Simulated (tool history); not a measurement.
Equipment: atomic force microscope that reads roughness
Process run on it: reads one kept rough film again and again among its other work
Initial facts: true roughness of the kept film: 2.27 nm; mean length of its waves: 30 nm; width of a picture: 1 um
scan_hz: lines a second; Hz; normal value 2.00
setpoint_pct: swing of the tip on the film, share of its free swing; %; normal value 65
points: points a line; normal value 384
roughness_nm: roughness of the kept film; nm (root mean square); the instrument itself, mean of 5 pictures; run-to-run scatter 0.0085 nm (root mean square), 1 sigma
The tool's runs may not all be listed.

run 1 day=0.000 | scan_hz=2.00 setpoint_pct=65 points=384 | roughness_nm=1.742
run 2 day=1.779 | scan_hz=2.00 setpoint_pct=65 points=384 | roughness_nm=1.683
-- day=1.975 new tip fitted
run 3 day=2.688 | scan_hz=2.00 setpoint_pct=65 points=972 | roughness_nm=1.855
run 4 day=4.267 | scan_hz=2.00 setpoint_pct=65 points=972 | roughness_nm=1.797
run 5 day=5.258 | scan_hz=2.00 setpoint_pct=65 points=972 | roughness_nm=1.768
run 6 day=6.762 | scan_hz=2.00 setpoint_pct=65 points=972 | roughness_nm=1.716
-- day=7.275 new tip fitted
run 7 day=8.875 | scan_hz=2.00 setpoint_pct=65 points=384 | roughness_nm=1.818
run 8 day=10.938 | scan_hz=2.00 setpoint_pct=65 points=384 | roughness_nm=1.729
-- day=12.521 new tip fitted
run 9 day=12.521 | scan_hz=2.00 setpoint_pct=83 points=414 | roughness_nm=1.650
run 10 day=14.283 | scan_hz=0.55 setpoint_pct=65 points=564 | roughness_nm=1.935
run 11 day=15.704 | scan_hz=0.55 setpoint_pct=65 points=564 | roughness_nm=1.881
run 12 day=17.679 | scan_hz=3.37 setpoint_pct=63 points=572 | roughness_nm=1.626
-- day=17.871 new tip fitted
run 13 day=19.212 | scan_hz=3.95 setpoint_pct=89 points=816 | roughness_nm=1.230
run 14 day=21.225 | scan_hz=3.95 setpoint_pct=89 points=816 | roughness_nm=1.186
run 15 day=22.612 | scan_hz=3.95 setpoint_pct=89 points=816 | roughness_nm=1.155
-- day=23.225 new tip fitted
run 16 day=24.171 | scan_hz=0.54 setpoint_pct=80 points=384 | roughness_nm=1.906

What would each run have given without the hidden state, its run-to-run variation left as it was?
Unlogged tool condition in this case: radius of the tip, nm; height scale over the true one, %; drift of the gauge itself on roughness_nm, %.
run=1 roughness_nm=1.869
run=2 roughness_nm=1.874
run=3 roughness_nm=1.892
run=4 roughness_nm=1.892
run=5 roughness_nm=1.896
run=6 roughness_nm=1.895
run=7 roughness_nm=1.874
run=8 roughness_nm=1.857
run=9 roughness_nm=1.656
run=10 roughness_nm=2.009
run=11 roughness_nm=2.010
run=12 roughness_nm=1.812
run=13 roughness_nm=1.257
run=14 roughness_nm=1.262
run=15 roughness_nm=1.263
run=16 roughness_nm=1.938
